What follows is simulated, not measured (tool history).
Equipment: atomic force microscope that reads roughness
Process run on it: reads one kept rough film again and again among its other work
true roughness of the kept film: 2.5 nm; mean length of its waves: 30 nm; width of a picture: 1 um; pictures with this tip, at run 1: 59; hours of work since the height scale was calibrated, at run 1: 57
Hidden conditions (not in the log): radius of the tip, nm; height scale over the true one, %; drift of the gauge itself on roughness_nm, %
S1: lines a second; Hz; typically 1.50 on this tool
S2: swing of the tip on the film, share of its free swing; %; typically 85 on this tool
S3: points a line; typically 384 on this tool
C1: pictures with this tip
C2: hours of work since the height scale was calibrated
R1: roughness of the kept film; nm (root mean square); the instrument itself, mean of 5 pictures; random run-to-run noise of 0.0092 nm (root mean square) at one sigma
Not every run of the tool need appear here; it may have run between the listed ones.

{"run": 1, "hour": 0.0, "S1": 1.5, "S2": 85, "S3": 384, "C1": 59, "C2": 57, "R1": 1.983}
{"run": 2, "hour": 5.5, "S1": 1.5, "S2": 85, "S3": 384, "C1": 65, "C2": 60, "R1": 1.977}
{"run": 3, "hour": 16.5, "S1": 1.5, "S2": 85, "S3": 384, "C1": 77, "C2": 65, "R1": 1.97}
{"run": 4, "hour": 26.9, "S1": 1.5, "S2": 85, "S3": 384, "C1": 88, "C2": 70, "R1": 1.973}
{"run": 5, "hour": 33.9, "S1": 1.5, "S2": 85, "S3": 774, "C1": 96, "C2": 73, "R1": 1.971}
{"run": 6, "hour": 42.6, "S1": 1.5, "S2": 85, "S3": 774, "C1": 105, "C2": 77, "R1": 1.951}
{"run": 7, "hour": 48.7, "S1": 1.5, "S2": 85, "S3": 774, "C1": 112, "C2": 80, "R1": 1.947}
{"run": 8, "hour": 56.7, "S1": 1.5, "S2": 59, "S3": 384, "C1": 120, "C2": 83, "R1": 2.144}
{"run": 9, "hour": 66.6, "S1": 1.5, "S2": 59, "S3": 384, "C1": 131, "C2": 88, "R1": 2.125}
{"run": 10, "hour": 78.2, "S1": 1.5, "S2": 85, "S3": 481, "C1": 143, "C2": 93, "R1": 1.915}
{"run": 11, "hour": 85.0, "S1": 1.5, "S2": 85, "S3": 481, "C1": 151, "C2": 96, "R1": 1.904}
{"run": 12, "hour": 96.0, "S1": 1.5, "S2": 85, "S3": 481, "C1": 163, "C2": 101, "R1": 1.908}
{"run": 13, "hour": 105.9, "S1": 1.17, "S2": 85, "S3": 384, "C1": 173, "C2": 106, "R1": 1.938}
{"run": 14, "hour": 114.8, "S1": 1.17, "S2": 85, "S3": 384, "C1": 183, "C2": 110, "R1": 1.934}
{"run": 15, "hour": 123.5, "S1": 1.17, "S2": 85, "S3": 384, "C1": 192, "C2": 114, "R1": 1.921}
{"run": 16, "hour": 129.4, "S1": 3.73, "S2": 55, "S3": 402, "C1": 199, "C2": 117, "R1": 2.019}
{"hour": 131.1, "done": "height scale calibrated on a step standard"}
{"run": 17, "hour": 136.1, "S1": 0.94, "S2": 57, "S3": 846, "C1": 205, "C2": 2, "R1": 2.103}
{"run": 18, "hour": 144.7, "S1": 0.94, "S2": 57, "S3": 822, "C1": 214, "C2": 6, "R1": 2.087}
{"run": 19, "hour": 150.2, "S1": 1.5, "S2": 77, "S3": 651, "C1": 220, "C2": 9, "R1": 1.946}
{"hour": 160.2, "done": "height scale calibrated on a step standard, once more"}
{"run": 20, "hour": 160.3, "S1": 2.14, "S2": 70, "S3": 279, "C1": 230, "C2": 0, "R1": 1.94}
{"run": 21, "hour": 165.9, "S1": 2.14, "S2": 70, "S3": 279, "C1": 236, "C2": 3, "R1": 1.915}
{"run": 22, "hour": 177.0, "S1": 2.14, "S2": 70, "S3": 279, "C1": 248, "C2": 8, "R1": 1.905}
{"run": 23, "hour": 184.7, "S1": 2.14, "S2": 70, "S3": 279, "C1": 256, "C2": 11, "R1": 1.92}
{"run": 24, "hour": 197.4, "S1": 2.14, "S2": 70, "S3": 337, "C1": 270, "C2": 17, "R1": 1.88}
{"run": 25, "hour": 207.7, "S1": 2.14, "S2": 72, "S3": 861, "C1": 281, "C2": 22, "R1": 1.874}
{"hour": 211.9, "done": "new tip fitted"}
{"run": 26, "hour": 216.6, "S1": 0.65, "S2": 85, "S3": 384, "C1": 5, "C2": 26, "R1": 2.197}
{"run": 27, "hour": 228.5, "S1": 0.65, "S2": 85, "S3": 384, "C1": 18, "C2": 31, "R1": 2.19}

Alternative continuations, all from the tool just after run 27; predict every row:
{"run": "A", "hour": 234.9, "S1": 0.53, "S2": 72, "S3": 844, "C1": 24, "C2": 34, "R1": "?"}
{"run": "B", "hour": 234.9, "S1": 0.92, "S2": 84, "S3": 314, "C1": 24, "C2": 34, "R1": "?"}
{"run": "C", "hour": 234.9, "S1": 0.65, "S2": 85, "S3": 1017, "C1": 24, "C2": 34, "R1": "?"}

run=A R1=2.248
run=B R1=2.117
run=C R1=2.177
What these runs would have given with no unlogged condition in the tool:
run=A R1=2.294
run=B R1=2.160
run=C R1=2.222
